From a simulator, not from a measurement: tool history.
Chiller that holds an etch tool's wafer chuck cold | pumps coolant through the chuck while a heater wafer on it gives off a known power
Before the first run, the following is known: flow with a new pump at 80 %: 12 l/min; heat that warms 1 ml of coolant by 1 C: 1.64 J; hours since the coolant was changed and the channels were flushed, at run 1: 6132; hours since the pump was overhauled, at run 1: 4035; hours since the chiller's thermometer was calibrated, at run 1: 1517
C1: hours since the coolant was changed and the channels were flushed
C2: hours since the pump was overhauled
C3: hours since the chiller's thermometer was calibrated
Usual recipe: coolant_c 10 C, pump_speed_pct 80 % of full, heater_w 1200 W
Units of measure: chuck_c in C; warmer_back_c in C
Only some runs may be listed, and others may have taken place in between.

{"run": 1, "day": 0.0, "coolant_c": 10, "pump_speed_pct": 80, "heater_w": 1200, "C1": 6132, "C2": 4035, "C3": 1517, "chuck_c": 20.4, "warmer_back_c": 3.86}
{"run": 2, "day": 2.567, "coolant_c": 10, "pump_speed_pct": 80, "heater_w": 1200, "C1": 6193, "C2": 4097, "C3": 1579, "chuck_c": 20.4, "warmer_back_c": 3.97}
{"run": 3, "day": 5.196, "coolant_c": 10, "pump_speed_pct": 80, "heater_w": 1200, "C1": 6256, "C2": 4160, "C3": 1642, "chuck_c": 20.3, "warmer_back_c": 3.91}
{"run": 4, "day": 7.242, "coolant_c": 10, "pump_speed_pct": 80, "heater_w": 1200, "C1": 6306, "C2": 4209, "C3": 1691, "chuck_c": 20.5, "warmer_back_c": 3.92}
{"run": 5, "day": 11.05, "coolant_c": 10, "pump_speed_pct": 80, "heater_w": 1200, "C1": 6397, "C2": 4300, "C3": 1782, "chuck_c": 20.3, "warmer_back_c": 3.91}
{"run": 6, "day": 15.7, "coolant_c": 11, "pump_speed_pct": 80, "heater_w": 1200, "C1": 6509, "C2": 4412, "C3": 1894, "chuck_c": 21.3, "warmer_back_c": 3.99}
{"run": 7, "day": 18.671, "coolant_c": 11, "pump_speed_pct": 80, "heater_w": 1200, "C1": 6580, "C2": 4483, "C3": 1965, "chuck_c": 21.6, "warmer_back_c": 3.92}
{"day": 20.867, "done": "coolant changed, channels flushed"}
{"run": 8, "day": 23.062, "coolant_c": 11, "pump_speed_pct": 80, "heater_w": 1200, "C1": 53, "C2": 4582, "C3": 2064, "chuck_c": 20.8, "warmer_back_c": 3.94}
{"run": 9, "day": 26.071, "coolant_c": 11, "pump_speed_pct": 80, "heater_w": 1200, "C1": 125, "C2": 4655, "C3": 2137, "chuck_c": 20.9, "warmer_back_c": 3.94}
{"run": 10, "day": 28.3, "coolant_c": 11, "pump_speed_pct": 80, "heater_w": 1200, "C1": 178, "C2": 4708, "C3": 2190, "chuck_c": 20.9, "warmer_back_c": 4}
{"run": 11, "day": 31.329, "coolant_c": 11, "pump_speed_pct": 80, "heater_w": 1200, "C1": 251, "C2": 4781, "C3": 2263, "chuck_c": 20.9, "warmer_back_c": 3.9}
{"run": 12, "day": 35.025, "coolant_c": 11, "pump_speed_pct": 80, "heater_w": 1200, "C1": 340, "C2": 4870, "C3": 2352, "chuck_c": 20.7, "warmer_back_c": 3.9}
{"run": 13, "day": 39.062, "coolant_c": 11, "pump_speed_pct": 80, "heater_w": 1200, "C1": 437, "C2": 4966, "C3": 2448, "chuck_c": 20.9, "warmer_back_c": 4.01}
{"day": 39.679, "done": "coolant pump overhauled"}
{"run": 14, "day": 42.867, "coolant_c": 10, "pump_speed_pct": 80, "heater_w": 1200, "C1": 523, "C2": 77, "C3": 2535, "chuck_c": 20.4, "warmer_back_c": 4.2}
{"run": 15, "day": 45.371, "coolant_c": 10, "pump_speed_pct": 80, "heater_w": 1200, "C1": 583, "C2": 137, "C3": 2595, "chuck_c": 20.4, "warmer_back_c": 4.21}
{"run": 16, "day": 49.329, "coolant_c": 2, "pump_speed_pct": 75, "heater_w": 1357, "C1": 678, "C2": 232, "C3": 2690, "chuck_c": 14.4, "warmer_back_c": 5}
{"day": 51.883, "done": "coolant pump overhauled, once more"}
{"run": 17, "day": 52.996, "coolant_c": 14, "pump_speed_pct": 88, "heater_w": 785, "C1": 761, "C2": 27, "C3": 2773, "chuck_c": 19.8, "warmer_back_c": 2.19}
{"run": 18, "day": 56.146, "coolant_c": 14, "pump_speed_pct": 88, "heater_w": 785, "C1": 837, "C2": 102, "C3": 2848, "chuck_c": 19.9, "warmer_back_c": 2.23}
{"run": 19, "day": 59.304, "coolant_c": 14, "pump_speed_pct": 79, "heater_w": 1200, "C1": 912, "C2": 178, "C3": 2924, "chuck_c": 23.6, "warmer_back_c": 3.76}
{"run": 20, "day": 61.708, "coolant_c": 10, "pump_speed_pct": 79, "heater_w": 787, "C1": 970, "C2": 236, "C3": 2982, "chuck_c": 16.4, "warmer_back_c": 2.46}
{"run": 21, "day": 64.729, "coolant_c": 5, "pump_speed_pct": 79, "heater_w": 836, "C1": 1043, "C2": 308, "C3": 3054, "chuck_c": 11.7, "warmer_back_c": 2.63}
{"run": 22, "day": 67.058, "coolant_c": 5, "pump_speed_pct": 79, "heater_w": 836, "C1": 1099, "C2": 364, "C3": 3110, "chuck_c": 11.6, "warmer_back_c": 2.61}
{"run": 23, "day": 69.833, "coolant_c": 6, "pump_speed_pct": 70, "heater_w": 1410, "C1": 1165, "C2": 431, "C3": 3177, "chuck_c": 18.4, "warmer_back_c": 4.94}
{"run": 24, "day": 72.788, "coolant_c": 10, "pump_speed_pct": 73, "heater_w": 1059, "C1": 1236, "C2": 502, "C3": 3248, "chuck_c": 18.9, "warmer_back_c": 3.56}
{"run": 25, "day": 77.442, "coolant_c": 3, "pump_speed_pct": 80, "heater_w": 1200, "C1": 1348, "C2": 613, "C3": 3359, "chuck_c": 12.6, "warmer_back_c": 3.69}
{"run": 26, "day": 80.388, "coolant_c": 3, "pump_speed_pct": 70, "heater_w": 642, "C1": 1419, "C2": 684, "C3": 3430, "chuck_c": 8.8, "warmer_back_c": 2.28}
{"run": 27, "day": 83.496, "coolant_c": 8, "pump_speed_pct": 92, "heater_w": 1472, "C1": 1493, "C2": 759, "C3": 3505, "chuck_c": 18.6, "warmer_back_c": 3.93}
{"run": 28, "day": 86.579, "coolant_c": 8, "pump_speed_pct": 92, "heater_w": 659, "C1": 1567, "C2": 833, "C3": 3579, "chuck_c": 12.8, "warmer_back_c": 1.73}
{"day": 88.092, "done": "chiller's thermometer calibrated"}
{"run": 29, "day": 89.904, "coolant_c": 6, "pump_speed_pct": 60, "heater_w": 1114, "C1": 1646, "C2": 911, "C3": 43, "chuck_c": 16.8, "warmer_back_c": 4.52}

4 ways to go on from here, each from the tool as it stands after run 29. What would each give?
{"run": "A", "day": 93.379, "coolant_c": 9, "pump_speed_pct": 77, "heater_w": 1459, "C1": 1729, "C2": 995, "C3": 127, "chuck_c": "?", "warmer_back_c": "?"}
{"run": "B", "day": 93.379, "coolant_c": 1, "pump_speed_pct": 80, "heater_w": 707, "C1": 1729, "C2": 995, "C3": 127, "chuck_c": "?", "warmer_back_c": "?"}
{"run": "C", "day": 93.379, "coolant_c": 10, "pump_speed_pct": 67, "heater_w": 1418, "C1": 1729, "C2": 995, "C3": 127, "chuck_c": "?", "warmer_back_c": "?"}
{"run": "D", "day": 93.379, "coolant_c": 6, "pump_speed_pct": 60, "heater_w": 905, "C1": 1729, "C2": 995, "C3": 127, "chuck_c": "?", "warmer_back_c": "?"}

run=A chuck_c=20.9 warmer_back_c=4.7
run=B chuck_c=6.5 warmer_back_c=2.2
run=C chuck_c=22.6 warmer_back_c=5.22
run=D chuck_c=14.8 warmer_back_c=3.74
With the hidden condition removed and each run's random variation left untouched, the same runs would have given:
run=A chuck_c=20.4 warmer_back_c=4.64
run=B chuck_c=6.2 warmer_back_c=2.17
run=C chuck_c=22.1 warmer_back_c=5.15
run=D chuck_c=14.4 warmer_back_c=3.69

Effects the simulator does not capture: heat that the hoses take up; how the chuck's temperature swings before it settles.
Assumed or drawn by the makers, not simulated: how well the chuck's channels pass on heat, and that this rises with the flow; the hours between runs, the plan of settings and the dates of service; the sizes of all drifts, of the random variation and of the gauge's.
